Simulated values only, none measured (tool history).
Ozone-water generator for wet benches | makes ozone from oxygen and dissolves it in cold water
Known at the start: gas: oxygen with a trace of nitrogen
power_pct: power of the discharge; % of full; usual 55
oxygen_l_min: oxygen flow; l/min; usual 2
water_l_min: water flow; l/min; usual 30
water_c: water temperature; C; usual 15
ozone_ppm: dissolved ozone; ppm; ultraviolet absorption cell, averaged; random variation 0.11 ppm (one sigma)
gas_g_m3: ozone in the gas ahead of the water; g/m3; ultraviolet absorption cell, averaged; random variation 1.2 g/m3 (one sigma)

| run | hour | power_pct | oxygen_l_min | water_l_min | water_c | ozone_ppm | gas_g_m3 |
|---|---|---|---|---|---|---|---|
| 1 | 0 | 55 | 2 | 30 | 15 | 7.6 | 214.4 |
| 2 | 38.2 | 55 | 2 | 30 | 15 | 7.5 | 213.3 |
| 3 | 76.2 | 55 | 2 | 30 | 15 | 7.4 | 213.2 |
| 4 | 110.9 | 55 | 2 | 30 | 15 | 7.6 | 211.5 |
| 5 | 135.9 | 55 | 2 | 30 | 15 | 7.4 | 215.3 |
| 6 | 158.6 | 55 | 2 | 30 | 15 | 7.6 | 216.8 |
| 7 | 182.1 | 55 | 2 | 30 | 15 | 7.5 | 213.3 |
| 8 | 206.6 | 55 | 2 | 30 | 15 | 7.5 | 212.3 |
| 9 | 234.5 | 55 | 2.08 | 30 | 15 | 7.5 | 209 |
| 10 | 278.2 | 55 | 2.08 | 30 | 15 | 7.6 | 210.5 |
| 11 | 302.4 | 55 | 2 | 30 | 15 | 7.5 | 215.1 |
| 12 | 345.1 | 55 | 2 | 30 | 10 | 7.4 | 213.2 |
| 13 | 365.7 | 55 | 2 | 30 | 8 | 7.8 | 218.1 |
| 14 | 385.5 | 42 | 2 | 30 | 15 | 5.9 | 176 |
| 15 | 413.2 | 55 | 2 | 30 | 15 | 7.6 | 214.3 |
| 16 | 454 | 55 | 2 | 30 | 15 | 7.3 | 216.6 |
| 17 | 478.5 | 55 | 2 | 30 | 15 | 7.5 | 216.8 |
| 18 | 512 | 76 | 1.28 | 36 | 12 | 6.8 | 359.3 |
| 19 | 543.8 | 59 | 2 | 24 | 12 | 10.3 | 225.8 |
| 20 | 573.4 | 59 | 2 | 24 | 12 | 10.2 | 230.4 |
| 21 | 604.1 | 59 | 2 | 24 | 12 | 10.3 | 228.9 |
| 22 | 625.5 | 76 | 1.56 | 30 | 8 | 9.4 | 321.3 |
| 23 | 668 | 61 | 2 | 30 | 11 | 8.3 | 236.8 |
| 24 | 700.2 | 93 | 2 | 18 | 19 | 18.8 | 328.5 |
| 25 | 719.7 | 49 | 2 | 18 | 19 | 11.5 | 199.8 |
| 26 | 747.9 | 49 | 2 | 18 | 19 | 11.2 | 198.9 |
| 27 | 781.7 | 40 | 1.61 | 30 | 16 | 5.3 | 190.2 |
| 28 | 823.1 | 40 | 1.61 | 30 | 16 | 5.6 | 192.9 |
| 29 | 842 | 40 | 2.04 | 20 | 10 | 9.3 | 167.9 |
| 30 | 862.2 | 55 | 2 | 22 | 15 | 10.4 | 218.7 |
|  | 878.1 | gauge calibrated |
| 31 | 881 | 55 | 2 | 22 | 15 | 10.4 | 213.8 |
| 32 | 914.7 | 59 | 1.77 | 37 | 15 | 5.9 | 242.4 |
| 33 | 948.1 | 64 | 1.23 | 23 | 14 | 9.8 | 312.4 |

Run 34 comes next. What will it give?
| 34 | 970.2 | 64 | 1.23 | 23 | 14 | ? | ? |

Run 34 gave ozone_ppm 9.8 ppm, gas_g_m3 314.7 g/m3.
Without the tool's hidden state the same run would have given ozone_ppm 9.8 ppm, gas_g_m3 313.8 g/m3.
